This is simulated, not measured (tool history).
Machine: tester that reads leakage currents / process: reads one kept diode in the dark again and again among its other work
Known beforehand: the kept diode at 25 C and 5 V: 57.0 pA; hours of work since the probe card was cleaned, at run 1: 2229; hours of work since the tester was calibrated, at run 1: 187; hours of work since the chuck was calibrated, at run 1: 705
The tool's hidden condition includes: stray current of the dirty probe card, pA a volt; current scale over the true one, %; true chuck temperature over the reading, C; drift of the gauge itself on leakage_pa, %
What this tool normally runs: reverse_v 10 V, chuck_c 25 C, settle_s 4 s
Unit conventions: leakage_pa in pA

| run | hour | reverse_v | chuck_c | settle_s | hours of work since the probe card was cleaned | hours of work since the tester was calibrated | hours of work since the chuck was calibrated | leakage_pa |
|---|---|---|---|---|---|---|---|---|
| 1 | 0 | 10 | 25 | 4 | 2229 | 187 | 705 | 87.88 |
| 2 | 47.3 | 10 | 25 | 1.08 | 2248 | 206 | 724 | 88.8 |
| 3 | 104.3 | 10 | 29 | 4 | 2271 | 229 | 747 | 120.49 |
| 4 | 161 | 10 | 29 | 4 | 2293 | 251 | 769 | 120.85 |
| 5 | 210.6 | 10 | 29 | 4 | 2313 | 271 | 789 | 120.14 |
| 6 | 268.1 | 10 | 29 | 4 | 2336 | 295 | 812 | 120.71 |
| 7 | 308 | 10 | 29 | 4 | 2352 | 311 | 829 | 120.67 |
| 8 | 385.7 | 10 | 29 | 4 | 2384 | 342 | 860 | 120.49 |
| 9 | 468.6 | 10 | 29 | 4 | 2417 | 375 | 893 | 119.35 |
| 10 | 535.2 | 10 | 29 | 4 | 2444 | 402 | 920 | 118.97 |
| 11 | 611 | 10 | 29 | 4 | 2474 | 432 | 950 | 119.3 |
| 12 | 657.9 | 10 | 29 | 4 | 2493 | 451 | 969 | 119.52 |
| 13 | 696.4 | 10 | 29 | 4 | 2509 | 467 | 985 | 119.65 |
| 14 | 779.4 | 10 | 29 | 4 | 2542 | 500 | 1018 | 120.17 |
| 15 | 832.4 | 10 | 26 | 4 | 2563 | 521 | 1039 | 93.15 |
| 16 | 892.6 | 10 | 25 | 0.76 | 2588 | 546 | 1064 | 88.42 |
| 17 | 941.1 | 13.4 | 58 | 4 | 2607 | 565 | 1083 | 1307.02 |
| 18 | 981.9 | 13.4 | 58 | 4 | 2623 | 582 | 1100 | 1302.46 |
| 19 | 1017.5 | 13.4 | 58 | 4 | 2638 | 596 | 1114 | 1307.75 |
| 20 | 1078.4 | 3.5 | 25 | 7.92 | 2662 | 620 | 1138 | 46.8 |
| 21 | 1160.9 | 10 | 25 | 2.2 | 2695 | 654 | 1172 | 86.12 |
|  | 1192 | chuck's temperature calibrated |
| 22 | 1230.2 | 5 | 27 | 0.42 | 2723 | 681 | 15 | 75 |
| 23 | 1301 | 5 | 27 | 0.42 | 2751 | 709 | 44 | 75.29 |
| 24 | 1368.6 | 10 | 23 | 3.6 | 2778 | 736 | 71 | 78.4 |
| 25 | 1454.8 | 10 | 23 | 3.6 | 2813 | 771 | 106 | 78.25 |
| 26 | 1536.7 | 2.3 | 26 | 0.53 | 2846 | 804 | 139 | 43.92 |
| 27 | 1622 | 2.5 | 25 | 3.21 | 2880 | 838 | 173 | 41.59 |
| 28 | 1660.9 | 10 | 25 | 0.42 | 2896 | 854 | 189 | 96.08 |
| 29 | 1740 | 13.8 | 25 | 1.25 | 2928 | 886 | 220 | 112.29 |
| 30 | 1827.4 | 13.8 | 25 | 1.25 | 2963 | 921 | 256 | 112.16 |
| 31 | 1887.7 | 13.8 | 25 | 1.25 | 2987 | 945 | 280 | 112.88 |

3 ways to go on from here, each from the tool as it stands after run 31. What would each give?
| A | 1974.9 | 10.4 | 43 | 3.51 | 3022 | 980 | 315 | ? |
| B | 1974.9 | 2.4 | 25 | 0.8 | 3022 | 980 | 315 | ? |
| C | 1974.9 | 11.6 | 29 | 1.48 | 3022 | 980 | 315 | ? |

| run | leakage_pa |
|---|---|
| A | 390.97 |
| B | 41 |
| C | 138.5 |
Had the tool no hidden state, the same runs would have come out as:
| run | leakage_pa |
|---|---|
| A | 386.62 |
| B | 39.31 |
| C | 129.28 |
